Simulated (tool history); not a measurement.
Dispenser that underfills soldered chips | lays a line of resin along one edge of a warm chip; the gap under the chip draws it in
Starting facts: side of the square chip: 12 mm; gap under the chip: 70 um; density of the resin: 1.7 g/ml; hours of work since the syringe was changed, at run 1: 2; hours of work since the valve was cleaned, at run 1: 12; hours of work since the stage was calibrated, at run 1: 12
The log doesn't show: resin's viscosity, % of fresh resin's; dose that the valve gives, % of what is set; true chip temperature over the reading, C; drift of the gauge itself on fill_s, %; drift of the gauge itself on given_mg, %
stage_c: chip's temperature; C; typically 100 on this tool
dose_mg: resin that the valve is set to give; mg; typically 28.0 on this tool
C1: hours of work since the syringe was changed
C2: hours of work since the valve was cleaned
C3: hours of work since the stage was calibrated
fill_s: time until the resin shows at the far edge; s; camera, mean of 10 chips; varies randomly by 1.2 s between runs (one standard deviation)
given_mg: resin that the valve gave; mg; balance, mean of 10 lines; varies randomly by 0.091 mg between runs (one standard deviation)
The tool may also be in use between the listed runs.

Run 1, hour 0.0: usual settings; C1 2; C2 12; C3 12. Result: fill_s 146.7 s, given_mg 27.74 mg.
At hour 6.4: new syringe of resin.
Run 2, hour 7.0: usual settings; C1 0; C2 18; C3 18. Result: fill_s 125.9 s, given_mg 27.68 mg.
Run 3, hour 11.7: usual settings; C1 4; C2 21; C3 21. Result: fill_s 170.0 s, given_mg 27.52 mg.
At hour 16.1: new syringe of resin.
Run 4, hour 21.4: usual settings but stage_c 101 C; C1 4; C2 28; C3 28. Result: fill_s 167.4 s, given_mg 27.26 mg.
At hour 25.8: new syringe of resin.
Run 5, hour 28.5: usual settings but stage_c 101 C; C1 2; C2 34; C3 34. Result: fill_s 138.7 s, given_mg 27.21 mg.
At hour 34.9: new syringe of resin.
Run 6, hour 37.7: usual settings; C1 2; C2 40; C3 40. Result: fill_s 145.1 s, given_mg 27.28 mg.
At hour 44.1: new syringe of resin.
Run 7, hour 47.6: usual settings; C1 3; C2 48; C3 48. Result: fill_s 155.7 s, given_mg 26.97 mg.
At hour 53.1: new syringe of resin.
Run 8, hour 54.9: usual settings but dose_mg 28.5 mg; C1 1; C2 53; C3 53. Result: fill_s 136.1 s, given_mg 27.31 mg.
At hour 62.2: new syringe of resin.
Run 9, hour 66.2: usual settings but dose_mg 28.5 mg; C1 3; C2 62; C3 62. Result: fill_s 157.9 s, given_mg 27.11 mg.
At hour 71.4: new syringe of resin.
Run 10, hour 75.3: usual settings but stage_c 110 C; C1 3; C2 68; C3 68. Result: fill_s 120.9 s, given_mg 26.48 mg.
At hour 80.2: dispensing valve cleaned and set on the balance.
At hour 81.4: new syringe of resin.
Run 11, hour 87.6: usual settings but stage_c 110 C, dose_mg 35.2 mg; C1 5; C2 5; C3 77. Result: fill_s 139.3 s, given_mg 34.94 mg.
At hour 90.8: new syringe of resin.
Run 12, hour 99.0: usual settings but dose_mg 27.2 mg; C1 6; C2 14; C3 85. Result: fill_s 208.3 s, given_mg 26.89 mg.
At hour 99.8: new syringe of resin.
Run 13, hour 104.0: usual settings but dose_mg 27.2 mg; C1 3; C2 18; C3 89. Result: fill_s 160.6 s, given_mg 26.76 mg.
At hour 108.9: new syringe of resin.
Run 14, hour 115.4: usual settings; C1 5; C2 26; C3 98. Result: fill_s 184.5 s, given_mg 27.59 mg.
At hour 117.9: new syringe of resin.
Run 15, hour 123.1: usual settings; C1 4; C2 32; C3 103. Result: fill_s 172.7 s, given_mg 27.32 mg.
At hour 127.6: new syringe of resin.
Run 16, hour 134.6: usual settings; C1 5; C2 40; C3 112. Result: fill_s 189.7 s, given_mg 27.26 mg.
At hour 136.7: new syringe of resin.
Run 17, hour 142.5: usual settings; C1 4; C2 46; C3 118. Result: fill_s 179.9 s, given_mg 27.08 mg.
At hour 145.6: new syringe of resin.
Run 18, hour 147.5: usual settings but stage_c 91 C, dose_mg 33.4 mg; C1 1; C2 50; C3 121. Result: fill_s 173.9 s, given_mg 31.93 mg.
At hour 154.6: new syringe of resin.
Run 19, hour 158.5: usual settings but stage_c 95 C, dose_mg 29.1 mg; C1 3; C2 58; C3 130. Result: fill_s 176.8 s, given_mg 27.84 mg.
At hour 163.4: new syringe of resin.
Run 20, hour 164.2: usual settings but stage_c 89 C, dose_mg 31.9 mg; C1 1; C2 62; C3 134. Result: fill_s 174.6 s, given_mg 30.45 mg.
Run 21, hour 171.7: usual settings but stage_c 89 C, dose_mg 31.9 mg; C1 6; C2 68; C3 139. Result: fill_s 284.1 s, given_mg 30.41 mg.
At hour 173.0: new syringe of resin.
At hour 177.4: dispensing valve cleaned and set on the balance.
At hour 182.9: new syringe of resin.
Run 22, hour 183.6: usual settings but stage_c 111 C, dose_mg 29.1 mg; C1 1; C2 4; C3 147. Result: fill_s 99.3 s, given_mg 28.94 mg.
Run 23, hour 189.2: usual settings but stage_c 102 C, dose_mg 31.7 mg; C1 5; C2 9; C3 152. Result: fill_s 174.4 s, given_mg 31.43 mg.
At hour 191.8: new syringe of resin.
Run 24, hour 196.1: usual settings but stage_c 106 C, dose_mg 34.1 mg; C1 3; C2 14; C3 157. Result: fill_s 134.5 s, given_mg 33.62 mg.
At hour 201.1: new syringe of resin.
Run 25, hour 203.2: usual settings but stage_c 106 C, dose_mg 34.1 mg; C1 2; C2 19; C3 162. Result: fill_s 120.7 s, given_mg 33.58 mg.
At hour 210.4: new syringe of resin.
Run 26, hour 212.8: usual settings but stage_c 112 C, dose_mg 25.1 mg; C1 2; C2 26; C3 169. Result: fill_s 103.4 s, given_mg 24.66 mg.
At hour 219.6: new syringe of resin.
Run 27, hour 222.9: usual settings but stage_c 112 C, dose_mg 24.2 mg; C1 3; C2 34; C3 177. Result: fill_s 116.9 s, given_mg 23.64 mg.
At hour 228.9: new syringe of resin.
Run 28, hour 234.2: usual settings but stage_c 102 C, dose_mg 29.1 mg; C1 4; C2 42; C3 185. Result: fill_s 163.8 s, given_mg 28.12 mg.
At hour 237.8: new syringe of resin.
Run 29, hour 243.9: usual settings but stage_c 102 C, dose_mg 29.1 mg; C1 5; C2 49; C3 192. Result: fill_s 172.4 s, given_mg 28.08 mg.
At hour 247.1: new syringe of resin.
Run 30, hour 251.2: usual settings but stage_c 102 C, dose_mg 29.1 mg; C1 3; C2 55; C3 198. Result: fill_s 154.5 s, given_mg 27.86 mg.
At hour 256.3: new syringe of resin.
Run 31, hour 261.7: usual settings but stage_c 88 C, dose_mg 36.1 mg; C1 4; C2 63; C3 206. Result: fill_s 246.5 s, given_mg 34.22 mg.
At hour 265.2: new syringe of resin.
Run 32, hour 267.8: usual settings but stage_c 105 C, dose_mg 29.4 mg; C1 2; C2 67; C3 210. Result: fill_s 129.4 s, given_mg 27.75 mg.
At hour 274.1: dispensing valve cleaned and set on the balance.
At hour 275.1: new syringe of resin.
Run 33, hour 280.4: usual settings but stage_c 91 C, dose_mg 29.4 mg; C1 4; C2 5; C3 219. Result: fill_s 228.4 s, given_mg 29.29 mg.

What differs in the tool's unlogged condition from the final listed run ahead of each entry between runs to the first listed run following it?
Between runs 1 and 2: new syringe of resin (hour 6.4)
  resin's viscosity, % of fresh resin's: 121.7 -> 104.1; dose that the valve gives, % of what is set: 98.81 -> 98.41; true chip temperature over the reading, C: -0.16 -> -0.18
  the result without the hidden state subtracted from the measured one, fill_s: +26.8 -> +5.7 s; given_mg: -0.33 -> -0.45 mg
Between runs 3 and 4: new syringe of resin (hour 16.1)
  resin's viscosity, % of fresh resin's: 141.1 -> 140.6; dose that the valve gives, % of what is set: 98.14 -> 97.63; true chip temperature over the reading, C: -0.2 -> -0.25
  the result without the hidden state subtracted from the measured one, fill_s: +50.4 -> +49.3 s; given_mg: -0.52 -> -0.66 mg
Between runs 4 and 5: new syringe of resin (hour 25.8)
  resin's viscosity, % of fresh resin's: 140.6 -> 119.2; dose that the valve gives, % of what is set: 97.63 -> 97.21; true chip temperature over the reading, C: -0.25 -> -0.27
  the result without the hidden state subtracted from the measured one, fill_s: +49.3 -> +23.6 s; given_mg: -0.66 -> -0.79 mg
Between runs 5 and 6: new syringe of resin (hour 34.9)
  resin's viscosity, % of fresh resin's: 119.2 -> 119.8; dose that the valve gives, % of what is set: 97.21 -> 96.72; true chip temperature over the reading, C: -0.27 -> -0.31
  the result without the hidden state subtracted from the measured one, fill_s: +23.6 -> +25.5 s; given_mg: -0.79 -> -0.93 mg
Between runs 6 and 7: new syringe of resin (hour 44.1)
  resin's viscosity, % of fresh resin's: 119.8 -> 124.5; dose that the valve gives, % of what is set: 96.72 -> 96.09; true chip temperature over the reading, C: -0.31 -> -0.36
  the result without the hidden state subtracted from the measured one, fill_s: +25.5 -> +32.4 s; given_mg: -0.93 -> -1.10 mg
Between runs 7 and 8: new syringe of resin (hour 53.1)
  resin's viscosity, % of fresh resin's: 124.5 -> 111.9; dose that the valve gives, % of what is set: 96.09 -> 95.68; true chip temperature over the reading, C: -0.36 -> -0.39
  the result without the hidden state subtracted from the measured one, fill_s: +32.4 -> +16.3 s; given_mg: -1.10 -> -1.23 mg
Between runs 8 and 9: new syringe of resin (hour 62.2)
  resin's viscosity, % of fresh resin's: 111.9 -> 130.3; dose that the valve gives, % of what is set: 95.68 -> 95.09; true chip temperature over the reading, C: -0.39 -> -0.44
  the result without the hidden state subtracted from the measured one, fill_s: +16.3 -> +38.6 s; given_mg: -1.23 -> -1.40 mg
Between runs 9 and 10: new syringe of resin (hour 71.4)
  resin's viscosity, % of fresh resin's: 130.3 -> 129.8; dose that the valve gives, % of what is set: 95.09 -> 94.56; true chip temperature over the reading, C: -0.44 -> -0.48
  the result without the hidden state subtracted from the measured one, fill_s: +38.6 -> +29.5 s; given_mg: -1.40 -> -1.53 mg
Between runs 10 and 11: dispensing valve cleaned and set on the balance (hour 80.2); new syringe of resin (hour 81.4)
  resin's viscosity, % of fresh resin's: 129.8 -> 150.9; dose that the valve gives, % of what is set: 94.56 -> 99.61; true chip temperature over the reading, C: -0.48 -> -0.53
  the result without the hidden state subtracted from the measured one, fill_s: +29.5 -> +48.4 s; given_mg: -1.53 -> -0.14 mg
Between runs 11 and 12: new syringe of resin (hour 90.8)
  resin's viscosity, % of fresh resin's: 150.9 -> 168.9; dose that the valve gives, % of what is set: 99.61 -> 98.95; true chip temperature over the reading, C: -0.53 -> -0.58
  the result without the hidden state subtracted from the measured one, fill_s: +48.4 -> +87.1 s; given_mg: -0.14 -> -0.29 mg
Between runs 12 and 13: new syringe of resin (hour 99.8)
  resin's viscosity, % of fresh resin's: 168.9 -> 130.9; dose that the valve gives, % of what is set: 98.95 -> 98.67; true chip temperature over the reading, C: -0.58 -> -0.6
  the result without the hidden state subtracted from the measured one, fill_s: +87.1 -> +40.1 s; given_mg: -0.29 -> -0.36 mg
Between runs 13 and 14: new syringe of resin (hour 108.9)
  resin's viscosity, % of fresh resin's: 130.9 -> 151.3; dose that the valve gives, % of what is set: 98.67 -> 98.03; true chip temperature over the reading, C: -0.6 -> -0.65
  the result without the hidden state subtracted from the measured one, fill_s: +40.1 -> +65.0 s; given_mg: -0.36 -> -0.55 mg
Between runs 14 and 15: new syringe of resin (hour 117.9)
  resin's viscosity, % of fresh resin's: 151.3 -> 139.2; dose that the valve gives, % of what is set: 98.03 -> 97.64; true chip temperature over the reading, C: -0.65 -> -0.68
  the result without the hidden state subtracted from the measured one, fill_s: +65.0 -> +51.2 s; given_mg: -0.55 -> -0.66 mg
Between runs 15 and 16: new syringe of resin (hour 127.6)
  resin's viscosity, % of fresh resin's: 139.2 -> 155.8; dose that the valve gives, % of what is set: 97.64 -> 97.02; true chip temperature over the reading, C: -0.68 -> -0.74
  the result without the hidden state subtracted from the measured one, fill_s: +51.2 -> +70.6 s; given_mg: -0.66 -> -0.83 mg
Between runs 16 and 17: new syringe of resin (hour 136.7)
  resin's viscosity, % of fresh resin's: 155.8 -> 145; dose that the valve gives, % of what is set: 97.02 -> 96.55; true chip temperature over the reading, C: -0.74 -> -0.77
  the result without the hidden state subtracted from the measured one, fill_s: +70.6 -> +58.7 s; given_mg: -0.83 -> -0.97 mg
Between runs 17 and 18: new syringe of resin (hour 145.6)
  resin's viscosity, % of fresh resin's: 145 -> 113.8; dose that the valve gives, % of what is set: 96.55 -> 96.27; true chip temperature over the reading, C: -0.77 -> -0.79
  the result without the hidden state subtracted from the measured one, fill_s: +58.7 -> +24.8 s; given_mg: -0.97 -> -1.24 mg
Between runs 18 and 19: new syringe of resin (hour 154.6)
  resin's viscosity, % of fresh resin's: 113.8 -> 127.2; dose that the valve gives, % of what is set: 96.27 -> 95.63; true chip temperature over the reading, C: -0.79 -> -0.84
  the result without the hidden state subtracted from the measured one, fill_s: +24.8 -> +41.5 s; given_mg: -1.24 -> -1.27 mg
Between runs 19 and 20: new syringe of resin (hour 163.4)
  resin's viscosity, % of fresh resin's: 127.2 -> 104.3; dose that the valve gives, % of what is set: 95.63 -> 95.35; true chip temperature over the reading, C: -0.84 -> -0.86
  the result without the hidden state subtracted from the measured one, fill_s: +41.5 -> +11.7 s; given_mg: -1.27 -> -1.48 mg
Between runs 21 and 22: new syringe of resin (hour 173.0); dispensing valve cleaned and set on the balance (hour 177.4); new syringe of resin (hour 182.9)
  resin's viscosity, % of fresh resin's: 169.9 -> 104.7; dose that the valve gives, % of what is set: 94.91 -> 99.53; true chip temperature over the reading, C: -0.89 -> -0.94
  the result without the hidden state subtracted from the measured one, fill_s: +121.5 -> +6.7 s; given_mg: -1.63 -> -0.14 mg
Between runs 23 and 24: new syringe of resin (hour 191.8)
  resin's viscosity, % of fresh resin's: 151 -> 130.2; dose that the valve gives, % of what is set: 99.21 -> 98.87; true chip temperature over the reading, C: -0.97 -> -1
  the result without the hidden state subtracted from the measured one, fill_s: +61.9 -> +33.9 s; given_mg: -0.25 -> -0.38 mg
Between runs 24 and 25: new syringe of resin (hour 201.1)
  resin's viscosity, % of fresh resin's: 130.2 -> 115.2; dose that the valve gives, % of what is set: 98.87 -> 98.49; true chip temperature over the reading, C: -1 -> -1.03
  the result without the hidden state subtracted from the measured one, fill_s: +33.9 -> +18.7 s; given_mg: -0.38 -> -0.52 mg
Between runs 25 and 26: new syringe of resin (hour 210.4)
  resin's viscosity, % of fresh resin's: 115.2 -> 114.5; dose that the valve gives, % of what is set: 98.49 -> 97.94; true chip temperature over the reading, C: -1.03 -> -1.07
  the result without the hidden state subtracted from the measured one, fill_s: +18.7 -> +16.0 s; given_mg: -0.52 -> -0.51 mg
Between runs 26 and 27: new syringe of resin (hour 219.6)
  resin's viscosity, % of fresh resin's: 114.5 -> 125.9; dose that the valve gives, % of what is set: 97.94 -> 97.38; true chip temperature over the reading, C: -1.07 -> -1.12
  the result without the hidden state subtracted from the measured one, fill_s: +16.0 -> +27.2 s; given_mg: -0.51 -> -0.63 mg
Between runs 27 and 28: new syringe of resin (hour 228.9)
  resin's viscosity, % of fresh resin's: 125.9 -> 140; dose that the valve gives, % of what is set: 97.38 -> 96.72; true chip temperature over the reading, C: -1.12 -> -1.17
  the result without the hidden state subtracted from the measured one, fill_s: +27.2 -> +50.7 s; given_mg: -0.63 -> -0.95 mg
Between runs 28 and 29: new syringe of resin (hour 237.8)
  resin's viscosity, % of fresh resin's: 140 -> 147.4; dose that the valve gives, % of what is set: 96.72 -> 96.15; true chip temperature over the reading, C: -1.17 -> -1.21
  the result without the hidden state subtracted from the measured one, fill_s: +50.7 -> +59.4 s; given_mg: -0.95 -> -1.12 mg
Between runs 29 and 30: new syringe of resin (hour 247.1)
  resin's viscosity, % of fresh resin's: 147.4 -> 132; dose that the valve gives, % of what is set: 96.15 -> 95.74; true chip temperature over the reading, C: -1.21 -> -1.24
  the result without the hidden state subtracted from the measured one, fill_s: +59.4 -> +41.8 s; given_mg: -1.12 -> -1.24 mg
Between runs 30 and 31: new syringe of resin (hour 256.3)
  resin's viscosity, % of fresh resin's: 132 -> 144.4; dose that the valve gives, % of what is set: 95.74 -> 95.16; true chip temperature over the reading, C: -1.24 -> -1.29
  the result without the hidden state subtracted from the measured one, fill_s: +41.8 -> +82.2 s; given_mg: -1.24 -> -1.74 mg
Between runs 31 and 32: new syringe of resin (hour 265.2)
  resin's viscosity, % of fresh resin's: 144.4 -> 117.7; dose that the valve gives, % of what is set: 95.16 -> 94.82; true chip temperature over the reading, C: -1.29 -> -1.32
  the result without the hidden state subtracted from the measured one, fill_s: +82.2 -> +23.7 s; given_mg: -1.74 -> -1.52 mg
Between runs 32 and 33: dispensing valve cleaned and set on the balance (hour 274.1); new syringe of resin (hour 275.1)
  resin's viscosity, % of fresh resin's: 117.7 -> 141.9; dose that the valve gives, % of what is set: 94.82 -> 99.7; true chip temperature over the reading, C: -1.32 -> -1.37
  the result without the hidden state subtracted from the measured one, fill_s: +23.7 -> +73.4 s; given_mg: -1.52 -> -0.09 mg
